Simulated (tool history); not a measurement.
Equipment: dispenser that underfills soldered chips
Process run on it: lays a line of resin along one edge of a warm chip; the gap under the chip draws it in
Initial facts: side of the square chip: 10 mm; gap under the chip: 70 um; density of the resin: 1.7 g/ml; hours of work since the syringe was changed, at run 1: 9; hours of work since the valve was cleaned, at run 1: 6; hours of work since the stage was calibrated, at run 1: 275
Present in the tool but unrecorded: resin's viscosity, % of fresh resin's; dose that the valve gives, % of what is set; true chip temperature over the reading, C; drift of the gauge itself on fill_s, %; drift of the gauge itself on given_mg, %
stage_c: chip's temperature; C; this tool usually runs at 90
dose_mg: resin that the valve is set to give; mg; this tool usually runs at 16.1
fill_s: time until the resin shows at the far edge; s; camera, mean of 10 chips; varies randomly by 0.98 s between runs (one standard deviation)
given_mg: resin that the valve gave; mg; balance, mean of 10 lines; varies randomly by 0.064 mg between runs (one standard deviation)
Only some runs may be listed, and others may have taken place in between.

run	day	stage_c	dose_mg	hours of work since the syringe was changed	hours of work since the valve was cleaned	hours of work since the stage was calibrated	fill_s	given_mg
1	0.000	90	16.1	9	6	275	189.8	16.03
# day 0.071: new syringe of resin
2	0.350	90	17.0	4	12	280	126.8	16.98
# day 0.708: new syringe of resin
3	0.796	90	16.1	1	19	287	99.5	15.90
4	1.038	90	16.1	5	23	291	136.9	15.80
# day 1.338: new syringe of resin
5	1.338	90	16.1	0	27	296	85.4	15.83
6	1.758	90	16.1	7	34	302	151.5	15.79
7	1.942	90	16.1	10	37	305	192.7	15.63
# day 1.979: new syringe of resin
8	2.204	90	16.1	4	41	309	120.6	15.65
9	2.412	90	16.1	7	44	313	160.2	15.64
# day 2.562: dispensing valve cleaned and set on the balance
# day 2.679: new syringe of resin
10	2.821	90	16.1	2	4	318	105.4	16.10
11	3.029	90	16.1	6	7	322	139.8	16.04
12	3.258	90	16.1	9	11	325	195.0	16.04
# day 3.338: new syringe of resin
13	3.683	90	16.1	6	17	332	142.6	15.90
14	3.908	90	16.1	9	21	335	192.0	15.81
# day 3.979: new syringe of resin
15	4.150	88	16.1	3	25	339	119.1	15.79
16	4.462	88	16.1	8	29	344	178.6	15.73
# day 4.629: new syringe of resin
17	4.696	90	16.1	1	33	347	95.8	15.73
18	4.917	90	17.6	5	37	351	126.2	17.12
19	5.121	99	17.7	8	40	354	114.2	17.26
# day 5.279: new syringe of resin
# day 5.562: dispensing valve cleaned and set on the balance
20	5.588	81	14.1	4	0	361	185.5	14.08
21	5.850	101	20.5	8	5	365	110.2	20.36
# day 5.979: new syringe of resin
22	6.250	86	14.4	4	11	371	151.1	14.37
23	6.567	97	19.8	9	16	376	139.5	19.50
# day 6.625: new syringe of resin
24	6.954	86	20.8	5	22	382	154.8	20.41
25	7.217	103	15.5	9	26	386	115.7	15.19
# day 7.271: new syringe of resin
26	7.475	103	15.5	3	30	390	69.2	15.10
27	7.708	103	15.5	7	33	394	93.8	15.01
# day 7.921: new syringe of resin
28	8.042	103	15.5	2	39	399	62.4	15.01
29	8.233	103	15.5	5	42	402	79.5	15.05
# day 8.542: dispensing valve cleaned and set on the balance
# day 8.612: new syringe of resin
30	8.696	80	19.1	1	2	408	140.7	19.06
31	8.971	79	16.1	6	7	413	213.9	16.00
32	9.188	90	19.8	9	10	416	176.1	19.72
# day 9.258: new syringe of resin
33	9.471	93	16.0	3	14	420	100.9	15.84
# day 9.900: new syringe of resin
34	9.900	84	15.3	0	21	427	111.0	15.01
35	10.225	88	17.8	5	26	432	139.2	17.47

Hidden state or all else? Some run-to-run changes of fill_s, split into what the settings, what came in and random variation would give without the hidden state, and what is left for the hidden state (with any gauge scatter that isn't in both results):
Run 7 -> 8: new syringe of resin. fill_s -72.1 s: hidden state -73.9, all else +1.8.
Run 14 -> 15: stage_c 90 -> 88, new syringe of resin. fill_s -72.9 s: hidden state -80.3, all else +7.4.
Run 16 -> 17: stage_c 88 -> 90, new syringe of resin. fill_s -82.8 s: hidden state -77.4, all else -5.4.
Run 20 -> 21: stage_c 81 -> 101, dose_mg 14.1 -> 20.5. fill_s -75.3 s: hidden state +6.4, all else -81.7.
Run 32 -> 33: stage_c 90 -> 93, dose_mg 19.8 -> 16.0, new syringe of resin. fill_s -75.2 s: hidden state -67.8, all else -7.4.

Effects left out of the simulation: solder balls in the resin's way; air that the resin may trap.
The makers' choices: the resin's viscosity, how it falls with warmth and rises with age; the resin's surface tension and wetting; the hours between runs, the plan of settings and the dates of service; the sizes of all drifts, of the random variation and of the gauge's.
